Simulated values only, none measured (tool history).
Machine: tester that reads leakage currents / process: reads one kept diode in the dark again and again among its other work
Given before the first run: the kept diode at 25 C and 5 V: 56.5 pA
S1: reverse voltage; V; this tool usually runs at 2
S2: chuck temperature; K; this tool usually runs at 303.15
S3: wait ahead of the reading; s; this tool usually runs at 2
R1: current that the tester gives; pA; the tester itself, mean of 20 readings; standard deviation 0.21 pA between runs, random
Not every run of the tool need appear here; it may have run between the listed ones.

| run | day | S1 | S2 | S3 | R1 |
|---|---|---|---|---|---|
| 1 | 0 | 2 | 303.15 | 2 | 70.63 |
| 2 | 4.762 | 2 | 303.15 | 2 | 70.99 |
| 3 | 7.867 | 2 | 303.15 | 2 | 71.23 |
| 4 | 13.571 | 2 | 303.15 | 1.39 | 71.65 |
| 5 | 19.55 | 2 | 303.15 | 0.58 | 73.58 |
| 6 | 22.075 | 2 | 307.15 | 2 | 102.01 |
| 7 | 26.125 | 2 | 303.15 | 2 | 73.37 |
| 8 | 31.312 | 2 | 303.15 | 0.7 | 74.26 |
| 9 | 34.025 | 2 | 303.15 | 2 | 74.2 |
| 10 | 39.962 | 6.25 | 303.15 | 2 | 107.25 |
| 11 | 42.8 | 6.25 | 303.15 | 2 | 108.06 |
| 12 | 48.571 | 2 | 303.15 | 0.99 | 76.15 |
| 13 | 54.371 | 2 | 303.15 | 0.99 | 77.04 |
| 14 | 57.042 | 2 | 303.15 | 0.99 | 76.93 |
| 15 | 61.321 | 2 | 303.15 | 2 | 77.27 |
| 16 | 66.4 | 2 | 303.15 | 2 | 77.97 |
| 17 | 69.596 | 15.62 | 303.15 | 2 | 154.15 |
| 18 | 72.804 | 6.13 | 303.15 | 2 | 112.34 |
| 19 | 76.396 | 6.13 | 303.15 | 2 | 101.06 |
| 20 | 80.088 | 6.13 | 303.15 | 2 | 100.79 |
| 21 | 84.946 | 4.6 | 326.15 | 0.34 | 588.93 |
| 22 | 87.817 | 2.77 | 305.15 | 2 | 93.19 |
| 23 | 93.85 | 2.77 | 305.15 | 2 | 94.63 |
| 24 | 97.033 | 2.77 | 305.15 | 2 | 95.17 |
| 25 | 100.121 | 2.96 | 299.15 | 0.99 | 59.05 |
| 26 | 105.525 | 10.8 | 299.15 | 1.2 | 94.07 |
| 27 | 108.275 | 10.8 | 299.15 | 1.2 | 94.24 |
| 28 | 112.617 | 2 | 295.15 | 1.22 | 36.86 |
| 29 | 117.004 | 1.75 | 295.15 | 6.35 | 34.99 |
| 30 | 120.333 | 1.75 | 295.15 | 6.35 | 35.51 |
| 31 | 123.358 | 1.75 | 295.15 | 6.35 | 35.75 |
| 32 | 126.742 | 1.75 | 295.15 | 6.35 | 34.46 |
| 33 | 132.338 | 2.03 | 295.15 | 0.34 | 38.71 |
| 34 | 138.029 | 2.47 | 294.15 | 0.34 | 38.55 |
| 35 | 141.117 | 2.47 | 294.15 | 0.34 | 38.68 |
| 36 | 146.879 | 9.45 | 308.15 | 0.34 | 197.87 |
| 37 | 149.946 | 9.45 | 308.15 | 0.34 | 197.76 |
| 38 | 153.896 | 9.45 | 308.15 | 0.34 | 199.49 |
| 39 | 156.404 | 2 | 303.15 | 0.88 | 78.12 |
| 40 | 162.204 | 2 | 303.15 | 0.88 | 78.35 |

Missing from the log above: 2 entries noted between runs. For each, name the pair of listed runs it sits between and say how the tool's hidden condition differs from the listed run just before to the listed run just after:
Logged between run 18 and run 19: chuck's temperature calibrated (day 76.396)
  stray current of the dirty probe card, pA a volt: 0.573 -> 0.585; current scale over the true one, %: 0.62 -> 0.64; true chuck temperature over the reading, C: 1.51 -> 0.14
  measured less the result without the state, R1: +17.33 -> +5.32 pA
Logged between run 31 and run 32: probe card cleaned and baked (day 125.796)
  stray current of the dirty probe card, pA a volt: 0.724 -> 0.034; current scale over the true one, %: 0.86 -> 0.87; true chuck temperature over the reading, C: 0.91 -> 0.95
  measured less the result without the state, R1: +4.27 -> +3.19 pA
